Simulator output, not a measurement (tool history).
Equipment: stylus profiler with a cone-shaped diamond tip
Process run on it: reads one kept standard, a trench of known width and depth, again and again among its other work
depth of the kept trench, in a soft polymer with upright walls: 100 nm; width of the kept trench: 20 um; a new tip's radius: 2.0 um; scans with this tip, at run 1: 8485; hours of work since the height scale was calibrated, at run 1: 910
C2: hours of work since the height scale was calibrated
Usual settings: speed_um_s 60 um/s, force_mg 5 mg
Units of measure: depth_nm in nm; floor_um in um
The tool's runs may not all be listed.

Run 1, hour 0: usual settings; scans with this tip 8485; C2 910. Result: depth_nm 100.85 nm, floor_um 18.46 um.
Run 2, hour 21.4: usual settings but speed_um_s 130 um/s; scans with this tip 8594; C2 921. Result: depth_nm 100.86 nm, floor_um 18.17 um.
Run 3, hour 46.4: usual settings but speed_um_s 229 um/s; scans with this tip 8722; C2 935. Result: depth_nm 100.88 nm, floor_um 17.76 um.
Run 4, hour 77.9: usual settings but speed_um_s 229 um/s; scans with this tip 8882; C2 952. Result: depth_nm 100.88 nm, floor_um 17.81 um.
Run 5, hour 97.5: usual settings; scans with this tip 8982; C2 963. Result: depth_nm 100.87 nm, floor_um 18.52 um.
Run 6, hour 124.3: usual settings; scans with this tip 9118; C2 978. Result: depth_nm 100.89 nm, floor_um 18.48 um.
Run 7, hour 164.7: usual settings but speed_um_s 17 um/s; scans with this tip 9324; C2 1000. Result: depth_nm 100.88 nm, floor_um 18.71 um.
Run 8, hour 205.2: usual settings but speed_um_s 17 um/s; scans with this tip 9530; C2 1022. Result: depth_nm 100.87 nm, floor_um 18.63 um.
Run 9, hour 233.1: usual settings but speed_um_s 17 um/s; scans with this tip 9672; C2 1037. Result: depth_nm 100.89 nm, floor_um 18.73 um.
Run 10, hour 275.2: usual settings but speed_um_s 109 um/s; scans with this tip 9886; C2 1060. Result: depth_nm 100.89 nm, floor_um 18.33 um.
Run 11, hour 302.1: usual settings but force_mg 2.88 mg; scans with this tip 10023; C2 1075. Result: depth_nm 100.65 nm, floor_um 18.38 um.
Run 12, hour 345: usual settings but force_mg 2.88 mg; scans with this tip 10241; C2 1098. Result: depth_nm 100.62 nm, floor_um 18.44 um.
Run 13, hour 373.1: usual settings but speed_um_s 33 um/s; scans with this tip 10385; C2 1113. Result: depth_nm 100.88 nm, floor_um 18.65 um.
Run 14, hour 410.7: usual settings; scans with this tip 10576; C2 1134. Result: depth_nm 100.87 nm, floor_um 18.53 um.
Run 15, hour 432: usual settings but force_mg 6.75 mg; scans with this tip 10684; C2 1146. Result: depth_nm 101.07 nm, floor_um 18.53 um.
Run 16, hour 462: usual settings but speed_um_s 58 um/s; scans with this tip 10837; C2 1162. Result: depth_nm 100.88 nm, floor_um 18.52 um.
Run 17, hour 505: usual settings; scans with this tip 11056; C2 1185. Result: depth_nm 100.87 nm, floor_um 18.47 um.
Run 18, hour 523: usual settings; scans with this tip 11148; C2 1195. Result: depth_nm 100.9 nm, floor_um 18.48 um.
Run 19, hour 547.7: usual settings; scans with this tip 11274; C2 1209. Result: depth_nm 100.87 nm, floor_um 18.51 um.
Run 20, hour 579.3: usual settings; scans with this tip 11434; C2 1226. Result: depth_nm 100.89 nm, floor_um 18.51 um.
Run 21, hour 619.2: usual settings but speed_um_s 140 um/s; scans with this tip 11638; C2 1248. Result: depth_nm 100.88 nm, floor_um 18.15 um.
Run 22, hour 654.2: usual settings but speed_um_s 140 um/s; scans with this tip 11815; C2 1267. Result: depth_nm 100.85 nm, floor_um 18.14 um.
Run 23, hour 682.5: usual settings but speed_um_s 140 um/s; scans with this tip 11960; C2 1282. Result: depth_nm 100.88 nm, floor_um 18.17 um.
Run 24, hour 714.8: usual settings but speed_um_s 77 um/s, force_mg 2.24 mg; scans with this tip 12124; C2 1300. Result: depth_nm 100.52 nm, floor_um 18.26 um.
Run 25, hour 757.5: usual settings but speed_um_s 111 um/s, force_mg 3.51 mg; scans with this tip 12342; C2 1323. Result: depth_nm 100.7 nm, floor_um 18.16 um.
Run 26, hour 780: usual settings but speed_um_s 16 um/s, force_mg 1.88 mg; scans with this tip 12456; C2 1335. Result: depth_nm 100.44 nm, floor_um 18.63 um.
Run 27, hour 804: usual settings but speed_um_s 16 um/s, force_mg 1.88 mg; scans with this tip 12578; C2 1349. Result: depth_nm 100.44 nm, floor_um 18.65 um.
Run 28, hour 826: usual settings but speed_um_s 220 um/s, force_mg 7.2 mg; scans with this tip 12690; C2 1361. Result: depth_nm 101.14 nm, floor_um 17.96 um.
Run 29, hour 849.5: usual settings but speed_um_s 94 um/s, force_mg 10.43 mg; scans with this tip 12810; C2 1373. Result: depth_nm 101.45 nm, floor_um 18.49 um.
Run 30, hour 890.7: usual settings but speed_um_s 78 um/s, force_mg 4.04 mg; scans with this tip 13020; C2 1396. Result: depth_nm 100.73 nm, floor_um 18.33 um.
Run 31, hour 914.5: usual settings but speed_um_s 141 um/s, force_mg 2.27 mg; scans with this tip 13141; C2 1409. Result: depth_nm 100.52 nm, floor_um 17.83 um.
Run 32, hour 952: usual settings but speed_um_s 141 um/s, force_mg 2.27 mg; scans with this tip 13332; C2 1429. Result: depth_nm 100.5 nm, floor_um 17.92 um.
Run 33, hour 974.2: usual settings but speed_um_s 141 um/s, force_mg 2.27 mg; scans with this tip 13445; C2 1441. Result: depth_nm 100.51 nm, floor_um 17.87 um.
Run 34, hour 1011.5: usual settings but speed_um_s 51 um/s, force_mg 11.48 mg; scans with this tip 13635; C2 1462. Result: depth_nm 101.51 nm, floor_um 18.57 um.
Run 35, hour 1040.3: usual settings but speed_um_s 51 um/s, force_mg 11.48 mg; scans with this tip 13781; C2 1478. Result: depth_nm 101.54 nm, floor_um 18.64 um.
Run 36, hour 1063: usual settings but speed_um_s 51 um/s, force_mg 11.48 mg; scans with this tip 13897; C2 1490. Result: depth_nm 101.52 nm, floor_um 18.64 um.
Run 37, hour 1093.8: usual settings but speed_um_s 51 um/s, force_mg 11.48 mg; scans with this tip 14053; C2 1507. Result: depth_nm 101.51 nm, floor_um 18.6 um.
Run 38, hour 1134.8: usual settings but speed_um_s 108 um/s, force_mg 2.42 mg; scans with this tip 14262; C2 1529. Result: depth_nm 100.57 nm, floor_um 18.1 um.
Run 39, hour 1161.7: usual settings but speed_um_s 108 um/s, force_mg 2.98 mg; scans with this tip 14399; C2 1544. Result: depth_nm 100.62 nm, floor_um 18.17 um.
Run 40, hour 1183.4: usual settings but speed_um_s 108 um/s, force_mg 2.98 mg; scans with this tip 14510; C2 1556. Result: depth_nm 100.61 nm, floor_um 18.17 um.
Run 41, hour 1215.7: usual settings but speed_um_s 108 um/s, force_mg 6.2 mg; scans with this tip 14674; C2 1573. Result: depth_nm 101.01 nm, floor_um 18.35 um.
Run 42, hour 1238.1: usual settings but speed_um_s 108 um/s, force_mg 6.2 mg; scans with this tip 14788; C2 1586. Result: depth_nm 101.01 nm, floor_um 18.31 um.
Run 43, hour 1264.5: usual settings but speed_um_s 224 um/s, force_mg 2.13 mg; scans with this tip 14923; C2 1600. Result: depth_nm 100.5 nm, floor_um 17.31 um.
Run 44, hour 1306.2: usual settings but speed_um_s 30 um/s, force_mg 5.19 mg; scans with this tip 15135; C2 1623. Result: depth_nm 100.9 nm, floor_um 18.61 um.
Run 45, hour 1346.6: usual settings but speed_um_s 71 um/s, force_mg 2.22 mg; scans with this tip 15341; C2 1645. Result: depth_nm 100.53 nm, floor_um 18.3 um.

Predict each of these 4 candidate next runs independently; none follows another, all start after run 45:
Run A, hour 1389.3: usual settings but force_mg 2.36 mg; scans with this tip 15558; C2 1668. Result: depth_nm ?, floor_um ?.
Run B, hour 1389.3: usual settings but speed_um_s 74 um/s, force_mg 14.87 mg; scans with this tip 15558; C2 1668. Result: depth_nm ?, floor_um ?.
Run C, hour 1389.3: usual settings but speed_um_s 61 um/s, force_mg 2.22 mg; scans with this tip 15558; C2 1668. Result: depth_nm ?, floor_um ?.
Run D, hour 1389.3: usual settings but force_mg 1.84 mg; scans with this tip 15558; C2 1668. Result: depth_nm ?, floor_um ?.

run  depth_nm  floor_um
  A    100.57     18.38
  B    101.82     18.61
  C     100.5      18.4
  D    100.46     18.35
With no hidden state in the tool, these same runs would have given:
run  depth_nm  floor_um
  A    100.56     18.39
  B    101.81     18.62
  C     100.5      18.4
  D    100.46     18.36
